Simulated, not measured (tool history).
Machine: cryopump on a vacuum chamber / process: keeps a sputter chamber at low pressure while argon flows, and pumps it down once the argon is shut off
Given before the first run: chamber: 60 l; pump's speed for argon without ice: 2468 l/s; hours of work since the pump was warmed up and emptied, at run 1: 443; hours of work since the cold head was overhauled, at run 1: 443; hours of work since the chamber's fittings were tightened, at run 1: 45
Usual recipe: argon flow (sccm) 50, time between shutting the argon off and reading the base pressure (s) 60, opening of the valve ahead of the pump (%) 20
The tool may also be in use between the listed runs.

run	hour	argon flow (sccm)	time between shutting the argon off and reading the base pressure (s)	opening of the valve ahead of the pump (%)	hours of work since the pump was warmed up and emptied	hours of work since the cold head was overhauled	hours of work since the chamber's fittings were tightened	pressure while argon flows (Pa)	pressure after the wait (uPa)
1	0.0	50	60	20	443	443	45	0.1749	1.00
2	25.2	50	60	24	460	460	62	0.1483	0.99
3	68.1	50	60	24	490	490	91	0.1477	1.00
4	87.6	50	60	24	503	503	105	0.1476	1.01
5	131.2	50	60	24	533	533	135	0.1471	1.03
6	160.7	50	60	24	553	553	155	0.1459	0.99
7	201.2	50	60	24	581	581	182	0.1479	1.02
8	225.0	50	60	49	597	597	199	0.0761	1.02
9	253.4	50	60	50	616	616	218	0.0740	1.03
10	292.5	50	60	50	643	643	245	0.0735	1.07
11	325.8	50	38	20	666	666	268	0.1765	1.58
12	362.9	50	72	54	691	691	293	0.0692	0.91
13	396.1	74	217	16	714	714	316	0.3276	0.49
14	429.3	74	217	16	737	737	339	0.3269	0.44
15	473.5	33	44	36	767	767	369	0.0667	1.43
16	513.1	33	44	31	794	794	396	0.0782	1.45
17	548.3	62	60	20	818	818	420	0.2201	1.12
18	586.2	46	53	16	844	844	446	0.2043	1.26
19	628.3	46	36	16	873	873	475	0.2058	1.68

Each row is a separate what-if for the run after 19, all from the same tool condition, not one after another. Results?
A	669.4	69	60	20	901	901	503	?	?
B	669.4	43	119	33	901	901	503	?	?
C	669.4	50	103	21	901	901	503	?	?
D	669.4	54	60	20	901	901	503	?	?

run	pressure while argon flows (Pa)	pressure after the wait (uPa)
A	0.2477	1.15
B	0.0967	0.68
C	0.1717	0.79
D	0.1953	1.11
Without the tool's unlogged condition, the same runs would have read:
run	pressure while argon flows (Pa)	pressure after the wait (uPa)
A	0.2357	0.97
B	0.0892	0.51
C	0.1630	0.61
D	0.1858	0.93
